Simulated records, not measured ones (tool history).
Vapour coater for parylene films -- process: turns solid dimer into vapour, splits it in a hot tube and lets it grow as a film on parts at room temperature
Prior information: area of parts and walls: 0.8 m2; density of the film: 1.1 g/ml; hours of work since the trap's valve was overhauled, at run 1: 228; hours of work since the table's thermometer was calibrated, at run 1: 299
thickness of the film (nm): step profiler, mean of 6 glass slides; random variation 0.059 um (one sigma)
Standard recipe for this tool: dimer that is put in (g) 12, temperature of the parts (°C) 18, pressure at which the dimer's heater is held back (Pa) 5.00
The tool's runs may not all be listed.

run     day  dimer that is put in (g)  temperature of the parts (°C)  pressure at which the dimer's heater is held back (Pa)  hours of work since the trap's valve was overhauled  hours of work since the table's thermometer was calibrated  thickness of the film (nm)
  1   0.000                        12                             18                                                    5.00                                                  228                                                         299                        6410
  2   0.688                        12                             18                                                    5.00                                                  238                                                         309                        6530
  3   1.904                         7                             18                                                    5.00                                                  254                                                         325                        3780
  4   2.796                         7                             18                                                    5.00                                                  266                                                         337                        3680
  5   3.542                         7                             18                                                    9.56                                                  276                                                         347                        3430
  6   4.079                        12                             25                                                    5.00                                                  283                                                         355                        5240
  7   5.217                        12                             25                                                    5.00                                                  299                                                         370                        5300
  8   6.125                        12                             18                                                    5.00                                                  311                                                         382                        6430
  9   6.821                        12                             18                                                    5.00                                                  321                                                         392                        6310
 10   8.058                        12                             18                                                    5.00                                                  337                                                         409                        6310
 11   9.062                        12                             18                                                    5.00                                                  351                                                         422                        6230
 12   9.625                        12                             18                                                    5.00                                                  359                                                         430                        6110
     10.279  -- trap's valve overhauled
 13  10.933                        12                             18                                                    5.00                                                    9                                                         445                        7030
 14  11.604                        12                             29                                                    5.00                                                   18                                                         455                        5090
 15  12.321                        12                             29                                                    5.00                                                   28                                                         464                        5120
 16  13.200                        12                             18                                                    5.00                                                   40                                                         476                        7000
 17  14.096                        12                             18                                                    3.34                                                   52                                                         488                        7220
 18  15.012                        12                             18                                                    3.34                                                   64                                                         501                        7300
 19  15.929                        12                             18                                                    3.34                                                   77                                                         513                        7180
 20  16.829                        12                             18                                                    2.91                                                   89                                                         525                        7200
 21  17.742                        12                             18                                                    5.00                                                  101                                                         538                        6630
 22  18.354                        12                             18                                                    5.00                                                  109                                                         546                        6770
 23  19.275                        12                             14                                                    5.00                                                  122                                                         558                        7530
 24  20.062                        17                             28                                                    3.10                                                  133                                                         569                        7780
 25  21.200                        17                             28                                                    3.10                                                  148                                                         585                        7650
 26  21.700                        17                             28                                                    3.37                                                  155                                                         591                        7520
 27  22.300                         8                             14                                                    5.50                                                  163                                                         599                        4840
 28  22.921                         8                             14                                                    5.50                                                  171                                                         608                        4970
 29  23.742                         8                             14                                                    5.50                                                  182                                                         619                        4820
 30  24.396                         8                             14                                                    5.50                                                  191                                                         628                        4890
 31  25.158                        20                             16                                                    7.74                                                  202                                                         638                       11010
 32  26.175                        20                             16                                                    7.74                                                  215                                                         652                       11000
 33  26.700                        20                             25                                                    6.26                                                  223                                                         659                        8700
 34  27.238                        21                             18                                                    6.26                                                  230                                                         666                       11360
 35  28.421                        21                             18                                                   10.98                                                  246                                                         682                       10300
 36  29.492                        21                             18                                                   10.98                                                  260                                                         697                       10300
 37  30.217                        21                             18                                                   10.98                                                  270                                                         707                       10410
 38  31.183                        21                             18                                                   10.98                                                  283                                                         720                       10180
 39  32.046                        12                             12                                                   11.02                                                  295                                                         732                        6960
 40  32.550                         6                             16                                                   11.02                                                  302                                                         738                        3090
 41  33.412                        22                             27                                                   11.02                                                  314                                                         750                        8220
 42  34.638                        22                             27                                                   11.02                                                  330                                                         767                        8170
 43  35.538                        15                             12                                                    6.18                                                  342                                                         779                        8950
 44  36.308                        15                             12                                                    6.18                                                  353                                                         789                        9130
 45  36.867                        13                             28                                                    3.50                                                  360                                                         797                        5460
     37.367  -- trap's valve overhauled
 46  38.175                        13                             21                                                    3.48                                                   11                                                         812                        7390

5 options for the next run, each taken on its own from the tool as it stands now. Forecast them:
  A  38.742                         5                             26                                                    2.28                                                   19                                                         820                           ?
  B  38.742                        12                             12                                                    4.00                                                   19                                                         820                           ?
  C  38.742                        12                             18                                                    2.83                                                   19                                                         820                           ?
  D  38.742                         6                             15                                                    4.11                                                   19                                                         820                           ?
  E  38.742                        18                             11                                                    5.00                                                   19                                                         820                           ?

run  thickness of the film (nm)
  A                        2570
  B                        8400
  C                        7570
  D                        3830
  E                       12850
With no hidden state in the tool, these same runs would have given:
run  thickness of the film (nm)
  A                        2540
  B                        8310
  C                        7490
  D                        3790
  E                       12720

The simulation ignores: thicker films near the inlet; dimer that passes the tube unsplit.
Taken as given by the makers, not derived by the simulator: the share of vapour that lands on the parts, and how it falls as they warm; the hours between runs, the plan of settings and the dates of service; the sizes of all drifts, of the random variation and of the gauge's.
